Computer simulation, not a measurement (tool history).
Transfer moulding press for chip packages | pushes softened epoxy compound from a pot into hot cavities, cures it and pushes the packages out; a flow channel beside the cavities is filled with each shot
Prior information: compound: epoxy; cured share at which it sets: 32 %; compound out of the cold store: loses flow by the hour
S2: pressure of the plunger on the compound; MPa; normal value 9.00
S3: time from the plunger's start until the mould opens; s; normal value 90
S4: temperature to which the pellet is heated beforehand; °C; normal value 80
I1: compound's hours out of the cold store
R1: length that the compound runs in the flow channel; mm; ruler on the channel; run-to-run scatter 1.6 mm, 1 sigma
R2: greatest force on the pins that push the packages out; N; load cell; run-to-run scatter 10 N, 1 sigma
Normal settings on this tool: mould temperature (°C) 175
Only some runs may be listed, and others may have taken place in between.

run 1 day=0.000 | mould_temperature_(°C)=175 S2=9.00 S3=90 S4=80 | I1=10.2 | R1=936 R2=475
run 2 day=1.033 | mould_temperature_(°C)=175 S2=9.00 S3=90 S4=80 | I1=10.5 | R1=937 R2=472
-- day=1.758 cavities cleaned with cleaning compound and waxed
run 3 day=2.588 | mould_temperature_(°C)=175 S2=7.11 S3=90 S4=80 | I1=47.8 | R1=736 R2=468
run 4 day=3.888 | mould_temperature_(°C)=175 S2=9.00 S3=90 S4=80 | I1=31.0 | R1=875 R2=475
-- day=4.204 cavities cleaned with cleaning compound and waxed
-- day=4.442 plunger's sealing rings changed
run 5 day=4.950 | mould_temperature_(°C)=175 S2=9.00 S3=90 S4=80 | I1=41.7 | R1=845 R2=471
run 6 day=6.329 | mould_temperature_(°C)=175 S2=9.00 S3=90 S4=80 | I1=10.0 | R1=939 R2=494
-- day=6.667 cavities cleaned with cleaning compound and waxed
run 7 day=7.950 | mould_temperature_(°C)=175 S2=9.00 S3=90 S4=80 | I1=20.2 | R1=904 R2=475
run 8 day=8.746 | mould_temperature_(°C)=175 S2=9.00 S3=90 S4=80 | I1=38.2 | R1=857 R2=463
-- day=9.004 cavities cleaned with cleaning compound and waxed
run 9 day=10.371 | mould_temperature_(°C)=169 S2=9.00 S3=90 S4=80 | I1=9.1 | R1=979 R2=675
-- day=11.429 cavities cleaned with cleaning compound and waxed
run 10 day=11.812 | mould_temperature_(°C)=169 S2=9.00 S3=90 S4=80 | I1=47.8 | R1=861 R2=618
run 11 day=13.204 | mould_temperature_(°C)=175 S2=9.00 S3=90 S4=80 | I1=16.5 | R1=916 R2=486
-- day=13.842 cavities cleaned with cleaning compound and waxed
run 12 day=14.408 | mould_temperature_(°C)=175 S2=9.00 S3=90 S4=80 | I1=26.9 | R1=887 R2=475
-- day=15.138 mould's thermocouples calibrated
run 13 day=15.404 | mould_temperature_(°C)=175 S2=9.00 S3=90 S4=80 | I1=20.3 | R1=906 R2=493
-- day=16.321 cavities cleaned with cleaning compound and waxed
run 14 day=16.454 | mould_temperature_(°C)=175 S2=9.00 S3=90 S4=80 | I1=22.7 | R1=897 R2=485
-- day=17.112 plunger's sealing rings changed
run 15 day=17.596 | mould_temperature_(°C)=175 S2=9.00 S3=90 S4=80 | I1=47.7 | R1=830 R2=504
run 16 day=18.375 | mould_temperature_(°C)=175 S2=9.00 S3=71 S4=74 | I1=24.2 | R1=893 R2=656
-- day=18.783 cavities cleaned with cleaning compound and waxed
run 17 day=19.650 | mould_temperature_(°C)=178 S2=8.72 S3=107 S4=74 | I1=13.3 | R1=896 R2=444
-- day=21.142 cavities cleaned with cleaning compound and waxed
run 18 day=21.204 | mould_temperature_(°C)=178 S2=8.72 S3=107 S4=74 | I1=47.1 | R1=805 R2=434
run 19 day=22.329 | mould_temperature_(°C)=171 S2=8.75 S3=80 S4=76 | I1=10.8 | R1=947 R2=719
run 20 day=23.050 | mould_temperature_(°C)=175 S2=9.00 S3=129 S4=87 | I1=18.6 | R1=908 R2=450
-- day=23.588 cavities cleaned with cleaning compound and waxed
run 21 day=24.133 | mould_temperature_(°C)=175 S2=10.07 S3=129 S4=87 | I1=36.3 | R1=908 R2=445
run 22 day=24.850 | mould_temperature_(°C)=175 S2=10.07 S3=129 S4=87 | I1=33.7 | R1=914 R2=439
run 23 day=25.838 | mould_temperature_(°C)=183 S2=9.00 S3=102 S4=82 | I1=37.2 | R1=819 R2=448
-- day=25.983 cavities cleaned with cleaning compound and waxed
run 24 day=26.892 | mould_temperature_(°C)=178 S2=10.63 S3=75 S4=82 | I1=10.6 | R1=998 R2=517
run 25 day=28.079 | mould_temperature_(°C)=170 S2=9.00 S3=90 S4=80 | I1=17.0 | R1=948 R2=597
-- day=28.354 cavities cleaned with cleaning compound and waxed
-- day=29.675 plunger's sealing rings changed
run 26 day=29.762 | mould_temperature_(°C)=173 S2=7.39 S3=105 S4=75 | I1=39.1 | R1=786 R2=459
-- day=30.821 cavities cleaned with cleaning compound and waxed
run 27 day=31.283 | mould_temperature_(°C)=174 S2=10.67 S3=81 S4=74 | I1=39.0 | R1=935 R2=527

Branching from run 27: 5 alternative next runs. What would each branch give?
run A day=32.700 | mould_temperature_(°C)=174 S2=10.67 S3=81 S4=86 | I1=32.4 | R1=? R2=?
run B day=32.700 | mould_temperature_(°C)=178 S2=9.25 S3=90 S4=83 | I1=30.8 | R1=? R2=?
run C day=32.700 | mould_temperature_(°C)=174 S2=10.55 S3=124 S4=90 | I1=13.0 | R1=? R2=?
run D day=32.700 | mould_temperature_(°C)=174 S2=10.67 S3=81 S4=80 | I1=31.2 | R1=? R2=?
run E day=32.700 | mould_temperature_(°C)=174 S2=10.07 S3=114 S4=74 | I1=36.5 | R1=? R2=?

run=A R1=959 R2=557
run=B R1=872 R2=458
run=C R1=1009 R2=438
run=D R1=957 R2=543
run=E R1=916 R2=463
Take away the tool's hidden state, keep each run's random variation, and the runs would have read:
run=A R1=959 R2=551
run=B R1=872 R2=453
run=C R1=1009 R2=433
run=D R1=957 R2=537
run=E R1=916 R2=458

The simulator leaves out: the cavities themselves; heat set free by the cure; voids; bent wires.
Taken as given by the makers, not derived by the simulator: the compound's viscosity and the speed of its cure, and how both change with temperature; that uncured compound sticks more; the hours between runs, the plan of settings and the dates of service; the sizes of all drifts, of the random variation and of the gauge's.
